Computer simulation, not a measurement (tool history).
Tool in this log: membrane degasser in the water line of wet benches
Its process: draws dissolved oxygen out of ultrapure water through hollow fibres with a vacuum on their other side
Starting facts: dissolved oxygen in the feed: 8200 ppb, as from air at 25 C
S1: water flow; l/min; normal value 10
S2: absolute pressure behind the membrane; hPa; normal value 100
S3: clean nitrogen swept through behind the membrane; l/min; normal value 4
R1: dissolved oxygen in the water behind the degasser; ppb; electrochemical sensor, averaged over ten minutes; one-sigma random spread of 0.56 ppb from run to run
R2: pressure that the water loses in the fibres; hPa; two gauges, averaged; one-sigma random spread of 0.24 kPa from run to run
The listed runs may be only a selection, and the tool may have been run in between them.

run	day	S1	S2	S3	R1	R2
1	0	10	100	4	49.6	623.3
2	2.717	10	100	4	49.2	623.7
3	6.125	10	100	4	48.6	626
4	8.529	10	100	4	49.8	623.5
5	12.971	10	100	4	49.6	623
6	16.362	10	100	4	49.2	624.1
7	18.575	10	203	4	112.7	628.8
8	22.875	10	100	9.14	25.5	625
9	27.421	10	100	9.14	25.9	626.6
10	30.454	10	92	4	43.9	626.7
11	33.738	10	92	4	44.8	625.5
12	36.4	10	61	4	25.1	628.1
13	39.104	8	165	4	71.3	498.5
14	42.679	8	120	8.56	25.1	504.1
15	46.692	10	151	3.07	104.9	626.5
16	51.054	11	62	4.69	27.1	691.1
17	53.625	11	62	4.69	26.7	692.3
18	57.629	11	62	4.69	26.9	695.8
19	59.517	13	240	4	177.5	816.1
20	63.362	15	65	3	59.5	950.3
21	65.908	15	70	3	68	947.6
22	68.221	9	69	4.41	25.7	563.4
23	72.4	9	63	4.41	21.5	570.3

Not shown here: 2 entries made in the log between runs. Locate each between two listed runs and compare the hidden state at the listed run before it with the hidden state at the listed run after it:
Run 12 -> run 13: vacuum gauge calibrated (day 36.729)
  membrane still open, %: 98.3 -> 98.2; air that leaks in behind the membrane, l/min: 0.011 -> 0.0112
  measured value less the no-hidden-state value, R1: +1.2 -> +2.8 ppb; R2: +10.8 -> +8.8 hPa
Run 14 -> run 15: vacuum gauge calibrated, once more (day 44.112)
  membrane still open, %: 98.2 -> 98.1; true pressure behind the membrane over the reading, kPa: 0 -> 0.03; air that leaks in behind the membrane, l/min: 0.0113 -> 0.0115
  measured value less the no-hidden-state value, R1: +1.2 -> +3.8 ppb; R2: +9.2 -> +11.9 hPa
